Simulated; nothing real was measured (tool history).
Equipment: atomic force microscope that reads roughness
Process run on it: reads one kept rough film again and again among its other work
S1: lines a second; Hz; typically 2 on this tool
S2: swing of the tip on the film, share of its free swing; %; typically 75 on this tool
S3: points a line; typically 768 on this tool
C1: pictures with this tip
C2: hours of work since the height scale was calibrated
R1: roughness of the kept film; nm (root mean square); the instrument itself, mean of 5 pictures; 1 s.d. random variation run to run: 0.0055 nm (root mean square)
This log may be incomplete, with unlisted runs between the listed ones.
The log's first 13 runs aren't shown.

| run | hour | S1 | S2 | S3 | C1 | C2 | R1 |
|---|---|---|---|---|---|---|---|
| 14 | 149.9 | 2 | 82 | 768 | 104 | 313 | 0.793 |
| 15 | 159.2 | 2 | 82 | 768 | 117 | 317 | 0.778 |
| 16 | 170.4 | 2 | 82 | 768 | 132 | 323 | 0.758 |
| 17 | 176.7 | 2 | 82 | 768 | 141 | 326 | 0.748 |
| 18 | 183.7 | 1.32 | 62 | 631 | 150 | 329 | 0.876 |
| 19 | 192.5 | 1.32 | 62 | 266 | 162 | 333 | 0.842 |
| 20 | 204.3 | 1.32 | 62 | 266 | 178 | 339 | 0.84 |
| 21 | 217.8 | 1.32 | 62 | 266 | 197 | 346 | 0.826 |
| 22 | 227.4 | 2.45 | 72 | 657 | 210 | 351 | 0.746 |
| 23 | 240.4 | 2.14 | 75 | 994 | 228 | 357 | 0.737 |
| 24 | 248.1 | 2 | 77 | 768 | 238 | 361 | 0.72 |
| 25 | 257 | 2.2 | 75 | 795 | 250 | 365 | 0.718 |
| 26 | 268.1 | 2.2 | 75 | 795 | 266 | 370 | 0.712 |
| 27 | 277.6 | 0.6 | 72 | 477 | 279 | 375 | 0.794 |
| 28 | 290 | 2.43 | 57 | 477 | 296 | 381 | 0.774 |
| 29 | 297.8 | 2.43 | 57 | 262 | 306 | 385 | 0.742 |
| 30 | 310.5 | 2.43 | 57 | 262 | 324 | 391 | 0.726 |
|  | 314.2 | new tip fitted |
| 31 | 322.2 | 1.04 | 57 | 262 | 11 | 397 | 1.017 |
| 32 | 337.1 | 2.14 | 55 | 273 | 31 | 404 | 0.968 |
| 33 | 346.7 | 2.14 | 55 | 273 | 44 | 409 | 0.957 |
| 34 | 358.2 | 1.52 | 86 | 406 | 60 | 414 | 0.823 |

What if the next run were any one of these 3? Each begins from the tool's condition after run 34:
| A | 366.6 | 1.95 | 57 | 542 | 72 | 418 | ? |
| B | 366.6 | 1.39 | 75 | 667 | 72 | 418 | ? |
| C | 366.6 | 2 | 62 | 675 | 72 | 418 | ? |

| run | R1 |
|---|---|
| A | 0.954 |
| B | 0.898 |
| C | 0.926 |
With no hidden state in the tool, these same runs would have given:
| run | R1 |
|---|---|
| A | 1.03 |
| B | 0.97 |
| C | 1.001 |
